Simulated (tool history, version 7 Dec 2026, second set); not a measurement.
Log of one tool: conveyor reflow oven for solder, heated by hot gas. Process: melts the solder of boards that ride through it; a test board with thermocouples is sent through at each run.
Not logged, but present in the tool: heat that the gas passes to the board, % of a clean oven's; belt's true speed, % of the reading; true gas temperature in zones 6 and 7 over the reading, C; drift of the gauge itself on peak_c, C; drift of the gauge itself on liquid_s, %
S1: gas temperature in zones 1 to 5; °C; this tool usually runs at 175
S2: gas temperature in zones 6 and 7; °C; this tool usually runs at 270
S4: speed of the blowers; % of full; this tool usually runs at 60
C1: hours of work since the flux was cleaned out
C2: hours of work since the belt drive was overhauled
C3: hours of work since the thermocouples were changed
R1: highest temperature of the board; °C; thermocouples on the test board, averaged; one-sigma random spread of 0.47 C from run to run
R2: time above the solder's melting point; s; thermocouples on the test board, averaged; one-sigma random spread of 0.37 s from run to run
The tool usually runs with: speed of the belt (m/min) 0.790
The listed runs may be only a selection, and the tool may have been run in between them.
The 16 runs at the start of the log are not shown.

run 17 hour=279.9 | S1=175 S2=272 speed_of_the_belt_(m/min)=0.790 S4=60 | C1=80 C2=314 C3=232 | R1=247.8 R2=35.2
-- hour=291.8 flux residue cleaned out of gas plates and filters, once more
run 18 hour=306.0 | S1=173 S2=270 speed_of_the_belt_(m/min)=0.804 S4=79 | C1=10 C2=328 C3=247 | R1=252.6 R2=38.4
run 19 hour=325.7 | S1=175 S2=270 speed_of_the_belt_(m/min)=0.863 S4=60 | C1=23 C2=342 C3=260 | R1=245.0 R2=31.9
run 20 hour=341.6 | S1=175 S2=270 speed_of_the_belt_(m/min)=0.630 S4=79 | C1=34 C2=353 C3=271 | R1=258.9 R2=54.9
run 21 hour=363.0 | S1=182 S2=283 speed_of_the_belt_(m/min)=0.790 S4=60 | C1=49 C2=367 C3=286 | R1=260.7 R2=44.9
run 22 hour=379.2 | S1=182 S2=283 speed_of_the_belt_(m/min)=0.790 S4=60 | C1=60 C2=378 C3=297 | R1=260.6 R2=45.3
run 23 hour=403.9 | S1=188 S2=282 speed_of_the_belt_(m/min)=0.790 S4=70 | C1=77 C2=395 C3=314 | R1=263.3 R2=48.2
run 24 hour=428.3 | S1=161 S2=284 speed_of_the_belt_(m/min)=0.799 S4=62 | C1=93 C2=412 C3=331 | R1=257.0 R2=38.0
run 25 hour=450.0 | S1=175 S2=284 speed_of_the_belt_(m/min)=0.790 S4=63 | C1=108 C2=427 C3=345 | R1=260.6 R2=42.9
run 26 hour=471.8 | S1=175 S2=284 speed_of_the_belt_(m/min)=0.790 S4=63 | C1=123 C2=442 C3=360 | R1=260.6 R2=42.7
run 27 hour=496.0 | S1=175 S2=267 speed_of_the_belt_(m/min)=0.838 S4=60 | C1=140 C2=458 C3=377 | R1=242.9 R2=30.6
run 28 hour=516.3 | S1=175 S2=271 speed_of_the_belt_(m/min)=0.790 S4=83 | C1=154 C2=472 C3=391 | R1=253.1 R2=40.9
run 29 hour=530.3 | S1=173 S2=272 speed_of_the_belt_(m/min)=0.856 S4=60 | C1=163 C2=482 C3=400 | R1=244.8 R2=31.4
run 30 hour=548.0 | S1=189 S2=270 speed_of_the_belt_(m/min)=0.645 S4=60 | C1=175 C2=494 C3=412 | R1=256.3 R2=57.3
run 31 hour=560.0 | S1=189 S2=270 speed_of_the_belt_(m/min)=0.645 S4=60 | C1=183 C2=502 C3=421 | R1=256.8 R2=56.3

Forecast each of these 3 alternatives for the next run:
run A hour=572.9 | S1=175 S2=281 speed_of_the_belt_(m/min)=0.865 S4=69 | C1=192 C2=511 C3=429 | R1=? R2=?
run B hour=572.9 | S1=189 S2=279 speed_of_the_belt_(m/min)=0.911 S4=60 | C1=192 C2=511 C3=429 | R1=? R2=?
run C hour=572.9 | S1=166 S2=261 speed_of_the_belt_(m/min)=0.645 S4=60 | C1=192 C2=511 C3=429 | R1=? R2=?

run=A R1=254.7 R2=36.9
run=B R1=252.2 R2=36.8
run=C R1=244.1 R2=42.1
What these runs would have given with no unlogged condition in the tool:
run=A R1=257.0 R2=37.6
run=B R1=254.2 R2=37.5
run=C R1=246.1 R2=43.3

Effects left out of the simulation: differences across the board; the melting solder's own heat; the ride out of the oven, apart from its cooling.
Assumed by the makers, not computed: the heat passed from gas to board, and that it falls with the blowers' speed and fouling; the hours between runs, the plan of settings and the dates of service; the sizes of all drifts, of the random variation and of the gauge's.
